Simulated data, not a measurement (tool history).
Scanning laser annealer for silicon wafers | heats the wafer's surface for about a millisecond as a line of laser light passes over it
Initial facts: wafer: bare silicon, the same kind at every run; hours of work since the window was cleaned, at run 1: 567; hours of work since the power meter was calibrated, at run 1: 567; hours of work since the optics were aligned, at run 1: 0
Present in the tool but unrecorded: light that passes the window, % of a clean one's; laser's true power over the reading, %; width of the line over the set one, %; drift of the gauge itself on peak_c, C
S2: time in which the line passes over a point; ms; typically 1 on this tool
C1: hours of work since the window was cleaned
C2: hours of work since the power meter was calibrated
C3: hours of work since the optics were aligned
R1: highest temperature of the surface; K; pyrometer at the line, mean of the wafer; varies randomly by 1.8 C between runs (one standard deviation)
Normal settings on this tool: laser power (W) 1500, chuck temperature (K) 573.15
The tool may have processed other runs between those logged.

Run 1, day 0: usual settings; C1 567; C2 567; C3 0. Result: R1 1256.15 K.
Run 2, day 0.642: usual settings; C1 578; C2 578; C3 11. Result: R1 1259.15 K.
Run 3, day 1.888: usual settings but chuck temperature (K) 545.15; C1 599; C2 599; C3 32. Result: R1 1228.15 K.
Run 4, day 3.008: usual settings but chuck temperature (K) 545.15; C1 618; C2 618; C3 50. Result: R1 1231.15 K.
Run 5, day 4.158: usual settings but chuck temperature (K) 545.15; C1 637; C2 637; C3 69. Result: R1 1225.15 K.
Run 6, day 5.483: usual settings but chuck temperature (K) 545.15; C1 659; C2 659; C3 91. Result: R1 1224.15 K.
Run 7, day 6.767: usual settings but S2 0.79 ms; C1 680; C2 680; C3 113. Result: R1 1187.15 K.
Run 8, day 7.792: usual settings but S2 0.79 ms; C1 697; C2 697; C3 130. Result: R1 1180.15 K.
Run 9, day 9.033: usual settings but S2 0.79 ms; C1 718; C2 718; C3 151. Result: R1 1183.15 K.
Run 10, day 10.146: usual settings but S2 0.79 ms; C1 737; C2 737; C3 169. Result: R1 1182.15 K.
At day 11.05: window over the wafer cleaned.
Run 11, day 11.217: usual settings but S2 0.72 ms; C1 3; C2 753; C3 186. Result: R1 1188.15 K.
Run 12, day 12.179: usual settings but S2 0.72 ms; C1 19; C2 769; C3 202. Result: R1 1188.15 K.
Run 13, day 13.162: usual settings but S2 0.72 ms; C1 35; C2 786; C3 218. Result: R1 1183.15 K.
Run 14, day 14.542: usual settings but S2 0.72 ms; C1 58; C2 809; C3 241. Result: R1 1187.15 K.
Run 15, day 15.762: usual settings but chuck temperature (K) 577.15; C1 79; C2 829; C3 262. Result: R1 1281.15 K.
Run 16, day 16.917: usual settings but chuck temperature (K) 595.15; C1 98; C2 848; C3 281. Result: R1 1300.15 K.
Run 17, day 17.512: usual settings; C1 108; C2 858; C3 291. Result: R1 1278.15 K.
Run 18, day 18.471: usual settings; C1 124; C2 874; C3 307. Result: R1 1275.15 K.
Run 19, day 19.042: usual settings; C1 133; C2 884; C3 316. Result: R1 1277.15 K.
Run 20, day 20.083: usual settings but S2 0.83 ms; C1 151; C2 901; C3 334. Result: R1 1218.15 K.
Run 21, day 21.417: usual settings but S2 0.83 ms; C1 173; C2 923; C3 356. Result: R1 1216.15 K.
Run 22, day 22.621: usual settings but laser power (W) 1298, S2 1.09 ms, chuck temperature (K) 585.15; C1 193; C2 944; C3 376. Result: R1 1206.15 K.
Run 23, day 23.642: usual settings but laser power (W) 1298, S2 1.09 ms, chuck temperature (K) 585.15; C1 210; C2 961; C3 393. Result: R1 1205.15 K.
Run 24, day 24.838: usual settings but laser power (W) 1298, S2 1.09 ms, chuck temperature (K) 585.15; C1 230; C2 980; C3 413. Result: R1 1205.15 K.
Run 25, day 25.9: usual settings but laser power (W) 1298, S2 1.09 ms, chuck temperature (K) 585.15; C1 248; C2 998; C3 431. Result: R1 1207.15 K.
Run 26, day 27.192: usual settings but laser power (W) 1298, S2 0.99 ms, chuck temperature (K) 585.15; C1 269; C2 1020; C3 452. Result: R1 1178.15 K.
Run 27, day 27.962: usual settings but laser power (W) 1298, S2 0.99 ms, chuck temperature (K) 585.15; C1 282; C2 1033; C3 465. Result: R1 1174.15 K.
Run 28, day 28.883: usual settings but laser power (W) 1598, S2 0.75 ms, chuck temperature (K) 585.15; C1 298; C2 1048; C3 481. Result: R1 1238.15 K.
Run 29, day 29.558: usual settings but laser power (W) 1343, S2 1.02 ms, chuck temperature (K) 555.15; C1 309; C2 1059; C3 492. Result: R1 1175.15 K.
Run 30, day 30.2: usual settings but S2 0.98 ms; C1 320; C2 1070; C3 503. Result: R1 1255.15 K.
Run 31, day 30.858: usual settings but S2 0.98 ms; C1 330; C2 1081; C3 514. Result: R1 1255.15 K.
Run 32, day 31.971: usual settings but S2 0.98 ms; C1 349; C2 1100; C3 532. Result: R1 1251.15 K.
Run 33, day 33.321: usual settings but laser power (W) 1328, S2 0.82 ms; C1 372; C2 1122; C3 555. Result: R1 1127.15 K.
Run 34, day 34.25: usual settings but chuck temperature (K) 534.15; C1 387; C2 1138; C3 570. Result: R1 1215.15 K.
Run 35, day 34.892: usual settings but laser power (W) 1624, S2 0.72 ms, chuck temperature (K) 589.15; C1 398; C2 1148; C3 581. Result: R1 1233.15 K.
Run 36, day 36.188: usual settings but laser power (W) 1624, S2 0.74 ms, chuck temperature (K) 589.15; C1 419; C2 1170; C3 602. Result: R1 1237.15 K.
Run 37, day 37.388: usual settings but laser power (W) 1624, S2 0.74 ms, chuck temperature (K) 589.15; C1 439; C2 1190; C3 622. Result: R1 1239.15 K.
Run 38, day 38.558: usual settings but laser power (W) 1403, S2 0.74 ms, chuck temperature (K) 602.15; C1 459; C2 1209; C3 642. Result: R1 1154.15 K.
Run 39, day 39.742: usual settings but laser power (W) 1403, S2 1.03 ms, chuck temperature (K) 602.15; C1 479; C2 1229; C3 662. Result: R1 1238.15 K.
Run 40, day 40.979: usual settings but laser power (W) 1403, S2 1.03 ms, chuck temperature (K) 602.15; C1 499; C2 1250; C3 682. Result: R1 1241.15 K.

For some of the steps in R1 from one run to the next: how much would appear even if the tool had no hidden state, given the settings, what came in and random variation, and how much remains for the hidden state plus any gauge scatter that the measured result and the result without hidden state don't share?
Run 10 -> 11: S2 0.79 -> 0.72, window over the wafer cleaned. R1 +6 K: hidden state +32, all else -26.
Run 14 -> 15: S2 0.72 -> 1, chuck temperature (K) 573.15 -> 577.15. R1 +94 K: hidden state -3, all else +97.
Run 32 -> 33: laser power (W) 1500 -> 1328, S2 0.98 -> 0.82. R1 -124 K: hidden state +5, all else -129.
Run 33 -> 34: laser power (W) 1328 -> 1500, S2 0.82 -> 1, chuck temperature (K) 573.15 -> 534.15. R1 +88 K: hidden state -8, all else +96.
Run 38 -> 39: S2 0.74 -> 1.03. R1 +84 K: hidden state -7, all else +91.
